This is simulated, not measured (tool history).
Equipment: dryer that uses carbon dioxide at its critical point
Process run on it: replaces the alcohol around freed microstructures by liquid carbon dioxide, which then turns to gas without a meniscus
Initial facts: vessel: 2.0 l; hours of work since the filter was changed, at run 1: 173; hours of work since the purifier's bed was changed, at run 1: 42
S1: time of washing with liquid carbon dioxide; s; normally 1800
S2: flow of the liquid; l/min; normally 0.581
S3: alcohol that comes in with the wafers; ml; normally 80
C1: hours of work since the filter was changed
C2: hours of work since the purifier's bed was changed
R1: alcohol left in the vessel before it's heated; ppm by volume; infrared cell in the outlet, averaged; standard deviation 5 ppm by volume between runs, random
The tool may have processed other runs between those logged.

run,hour,S1,S2,S3,C1,C2,R1
1,0.0,1800,0.581,80,173,42,31
2,6.3,1800,0.581,79,175,44,37
3,13.1,1800,0.581,80,178,46,41
4,19.4,1500,0.581,80,180,48,72
5,29.9,1500,0.581,80,183,52,70
# hour 40.0: inlet filter changed
6,42.3,1500,0.581,80,1,56,55
7,51.1,1500,0.581,80,4,59,49
8,58.5,1500,0.581,80,6,61,62
9,64.8,1800,0.581,37,8,64,30
10,73.6,1800,0.581,37,11,67,47
11,78.8,1800,0.581,37,13,68,36
12,90.6,1800,0.581,37,17,72,26
13,100.3,1560,0.493,22,20,76,53
14,106.0,1560,0.493,22,22,78,50
15,111.9,1560,0.493,22,24,80,51
16,122.3,1800,0.581,81,28,83,47
17,128.0,2460,0.476,63,30,85,41
18,137.1,2460,0.476,63,33,88,31
19,145.4,2460,0.707,59,36,91,37

Entry by entry between the runs, the difference in hidden state between the last listed run before and the first listed run after:
In the gap between runs 5 and 6: inlet filter changed (hour 40.0)
  flow that reaches the vessel past the clogged filter, %: 93.7 -> 99.3; alcohol in the recycled carbon dioxide, ppm: 24.2 -> 25.4
  measured value less the no-hidden-state value, R1: +38 -> +22 ppm by volume
